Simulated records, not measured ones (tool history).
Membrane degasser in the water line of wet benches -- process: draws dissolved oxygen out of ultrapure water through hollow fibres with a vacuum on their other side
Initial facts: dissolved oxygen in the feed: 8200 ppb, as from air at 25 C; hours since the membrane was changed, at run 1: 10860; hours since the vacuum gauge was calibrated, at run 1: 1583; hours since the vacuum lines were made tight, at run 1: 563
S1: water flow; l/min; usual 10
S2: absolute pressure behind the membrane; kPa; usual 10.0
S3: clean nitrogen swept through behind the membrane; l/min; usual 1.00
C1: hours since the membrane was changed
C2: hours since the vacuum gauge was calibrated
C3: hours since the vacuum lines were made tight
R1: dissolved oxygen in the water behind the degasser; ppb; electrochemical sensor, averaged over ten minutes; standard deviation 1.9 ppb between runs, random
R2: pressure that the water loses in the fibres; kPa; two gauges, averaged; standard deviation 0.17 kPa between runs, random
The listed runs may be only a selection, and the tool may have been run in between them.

run,hour,S1,S2,S3,C1,C2,C3,R1,R2
1,0.0,10,10.0,1.00,10860,1583,563,195.3,29.33
2,180.0,10,10.0,1.00,11040,1763,743,190.7,29.46
3,343.0,10,18.8,1.00,11203,1926,906,390.6,28.94
4,532.8,10,18.8,1.00,11393,2116,1095,393.8,29.41
5,783.7,10,18.8,1.00,11643,2367,1346,399.6,29.52
6,1023.8,10,18.8,1.00,11884,2607,1586,396.4,29.52
7,1189.7,10,18.8,1.00,12049,2773,1752,398.3,29.33
8,1419.6,10,10.0,1.00,12279,3003,1982,201.2,29.31
9,1750.9,10,10.0,1.00,12611,3334,2314,199.3,29.31
# hour 1779.1: vacuum gauge calibrated
10,1930.3,8,15.6,0.47,12790,151,2492,480.2,23.57
# hour 2027.1: membrane cartridge changed
11,2213.3,14,10.9,0.57,186,430,2771,458.9,38.79
12,2436.7,14,10.9,0.57,410,654,2995,465.0,38.60
13,2778.6,14,10.9,0.57,751,996,3337,467.8,38.72
14,3112.7,7,12.0,0.72,1086,1330,3671,222.3,19.40
15,3316.4,9,8.3,2.16,1289,1533,3875,75.6,25.14
16,3477.6,10,10.4,2.16,1450,1695,4036,113.0,27.83
17,3692.6,16,10.0,1.00,1665,1910,4251,329.4,44.43

Forecast each of these 5 alternatives for the next run:
# hour 3755.0: vacuum gauge calibrated, once more
A,4010.4,10,7.8,0.57,1983,255,4568,?,?
# hour 3755.0: vacuum gauge calibrated, once more
B,4010.4,10,10.0,1.76,1983,255,4568,?,?
# hour 3755.0: vacuum gauge calibrated, once more
C,4010.4,9,10.6,1.04,1983,255,4568,?,?
# hour 3755.0: vacuum gauge calibrated, once more
D,4010.4,8,9.8,1.00,1983,255,4568,?,?
# hour 3755.0: vacuum gauge calibrated, once more
E,4010.4,10,6.5,1.00,1983,255,4568,?,?

run,R1,R2
A,210.8,28.02
B,122.1,27.70
C,174.6,25.33
D,145.3,22.41
E,103.4,27.80
Without the tool's hidden state the same runs would have given:
run,R1,R2
A,205.2,27.73
B,116.8,27.41
C,167.1,25.07
D,138.4,22.18
E,99.6,27.51
